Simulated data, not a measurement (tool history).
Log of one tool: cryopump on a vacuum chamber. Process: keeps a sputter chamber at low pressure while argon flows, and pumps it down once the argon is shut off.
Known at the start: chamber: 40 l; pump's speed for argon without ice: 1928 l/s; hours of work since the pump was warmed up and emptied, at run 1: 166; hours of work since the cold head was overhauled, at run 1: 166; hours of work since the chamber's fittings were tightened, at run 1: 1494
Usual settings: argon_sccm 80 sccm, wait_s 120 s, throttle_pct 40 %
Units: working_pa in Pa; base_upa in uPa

run   hour  argon_sccm  wait_s  throttle_pct  hours of work since the pump was warmed up and emptied  hours of work since the cold head was overhauled  hours of work since the chamber's fittings were tightened  working_pa  base_upa
  1      0          80     120            40                                                     166                                               166                                                       1494      0.1781      2.05
  2   19.1          80     120            40                                                     178                                               178                                                       1505      0.1776      1.99
  3   42.5          80      37            40                                                     192                                               192                                                       1520      0.1781      3.38
  4   85.4          33      37            40                                                     218                                               218                                                       1546      0.0724      3.46
  5  125.8          33      37            40                                                     242                                               242                                                       1570      0.0738      3.45
  6  169.2          33      37            40                                                     269                                               269                                                       1596      0.0743      3.51
  7  199.9          85     120            40                                                     287                                               287                                                       1615      0.1899       2.1
  8  228.2          80     120            47                                                     304                                               304                                                       1632      0.1536      2.11
  9  249.8         129     120            40                                                     317                                               317                                                       1645      0.2885      2.11
 10  281.2         129     120            40                                                     336                                               336                                                       1664      0.2896      2.12
 11  315.4         129     120            40                                                     357                                               357                                                       1685      0.2927      2.24
 12  347.1         129     120            40                                                     376                                               376                                                       1704      0.2901      2.21
 13  366.1          80      43            40                                                     388                                               388                                                       1716      0.1811       3.4
 14  390.6          80      43            40                                                     403                                               403                                                       1730      0.1816      3.37
 15  411.9          52     207            44                                                     416                                               416                                                       1743       0.107      1.98
 16  451.1          97     207            46                                                     439                                               439                                                       1767      0.1923      1.98
 17  482.4          80     117            40                                                     458                                               458                                                       1786      0.1812      2.25
 18  513.5          80     117            41                                                     477                                               477                                                       1805      0.1766       2.4
 19  551.6          78     120            34                                                     500                                               500                                                       1828      0.2082      2.36
 20  590.3          41     120            40                                                     524                                               524                                                       1851      0.0947      2.36
 21  633.5          43      81            51                                                     550                                               550                                                       1878      0.0768      2.74
 22  673.2          43      81            51                                                     574                                               574                                                       1902      0.0782      2.74
 23  704.8         139     221            40                                                     593                                               593                                                       1921      0.3201      2.15
 24  745.8          86      23            17                                                     618                                               618                                                       1946      0.4509      5.02
 25  774.5          86     122            19                                                     635                                               635                                                       1963      0.4047      2.52
 26  810.3          86     122            19                                                     657                                               657                                                       1985      0.4055      2.51
 27  834.9          50      26            40                                                     672                                               672                                                       2000      0.1149      4.76
 28    859          80      78            26                                                     687                                               687                                                       2014      0.2804      2.91

5 ways to go on from here, each from the tool as it stands after run 28. What would each give?
  A  900.9          80      22            43                                                     712                                               712                                                       2040           ?         ?
  B  900.9          36     190            23                                                     712                                               712                                                       2040           ?         ?
  C  900.9         100     275            30                                                     712                                               712                                                       2040           ?         ?
  D  900.9          80     249            26                                                     712                                               712                                                       2040           ?         ?
  E  900.9          38     144            26                                                     712                                               712                                                       2040           ?         ?

run  working_pa  base_upa
  A      0.1731      5.24
  B      0.1405      2.45
  C      0.3064      2.28
  D      0.2808      2.23
  E      0.1329      2.49
Without the tool's hidden state the same runs would have given:
run  working_pa  base_upa
  A      0.1634      3.43
  B      0.1362      0.55
  C      0.2943      0.43
  D      0.2712      0.42
  E      0.1283      0.67
